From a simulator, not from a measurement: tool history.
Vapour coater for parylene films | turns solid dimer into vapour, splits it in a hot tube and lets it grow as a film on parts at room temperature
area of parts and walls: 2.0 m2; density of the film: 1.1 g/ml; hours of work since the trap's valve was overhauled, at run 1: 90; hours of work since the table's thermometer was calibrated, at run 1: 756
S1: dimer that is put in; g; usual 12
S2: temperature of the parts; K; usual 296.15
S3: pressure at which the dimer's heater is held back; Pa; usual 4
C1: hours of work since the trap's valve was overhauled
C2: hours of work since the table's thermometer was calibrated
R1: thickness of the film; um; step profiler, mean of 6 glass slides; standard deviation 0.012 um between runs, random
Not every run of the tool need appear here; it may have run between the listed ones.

run     day  S1      S2     S3   C1    C2    R1
  1       0  12  296.15      4   90   756  3.95
  2   1.262  12  296.15      4  111   777  3.93
  3   1.883   6  296.15      4  122   787  1.96
  4   3.171   6  296.15      4  143   809  1.95
  5   4.067   6  296.15      4  158   824  1.94
  6   4.658   6  296.15   4.18  168   834  1.91
  7   5.471   6  296.15   4.18  182   848  1.92
  8   6.112   6  296.15   4.18  193   858  1.91
  9   6.988   6  296.15   7.48  207   873  1.69
      8.133  -- trap's valve overhauled
 10   8.133   6  296.15   7.48    0   890  1.81
 11   9.021   6  296.15   7.48   15   904  1.79
 12   9.967  12  292.15      4   31   920  4.82
 13  10.708  12  292.15      4   43   933  4.77
 14  11.729  12  296.15      4   60   950     4
 15  12.558  12  296.15      4   74   964  3.96
 16  13.642  19  296.15      4   93   982  6.26
 17  14.846  12  294.15      4  113  1002  4.31
 18  15.821  12  294.15  10.53  129  1019  3.55
 19  16.525  12  294.15  10.53  141  1031  3.52
 20    17.3  20  301.15   5.79  154  1044  4.83
 21  18.392   5  301.15   8.35  172  1062  1.12
 22  19.538   5  301.15   8.35  192  1081   1.1
 23  20.842  19  301.15   3.64  214  1103  4.92
     21.592  -- trap's valve overhauled
 24  22.008   8  295.15  10.97    7  1120  2.32
 25  22.758  14  295.15  10.97   20  1132  4.05
 26  23.788  18  305.15   6.54   37  1150  3.66
 27  25.088   7  292.15      4   59  1172  2.79
 28  26.046   7  295.15   2.06   75  1188  2.79
 29    26.8  16  307.15      4   88  1200  3.25
 30  27.542  16  307.15      4  100  1213  3.22
 31  28.275  16  307.15      4  112  1225  3.22
 32  28.908  10  290.15  11.94  123  1236  3.46
 33  29.721   8  296.15   6.54  137  1250  2.37
 34  30.438   7  296.15   3.19  149  1262  2.38
 35  31.058  12  296.15      4  159  1272   3.9

Below are 5 alternative next runs, each starting from the tool's condition after run 35. Predict each:
  A  32.117  12  293.15     4  177  1290   ?
  B  32.117  18  301.15  2.01  177  1290   ?
  C  32.117   5  296.15     4  177  1290   ?
  D  32.117   7  289.15  2.43  177  1290   ?
  E  32.117  12  296.15  7.44  177  1290   ?

run    R1
  A  4.41
  B  5.28
  C   1.6
  D  2.96
  E  3.42
Without the tool's hidden state the same runs would have given:
run    R1
  A  4.55
  B  5.45
  C  1.65
  D  3.12
  E  3.53

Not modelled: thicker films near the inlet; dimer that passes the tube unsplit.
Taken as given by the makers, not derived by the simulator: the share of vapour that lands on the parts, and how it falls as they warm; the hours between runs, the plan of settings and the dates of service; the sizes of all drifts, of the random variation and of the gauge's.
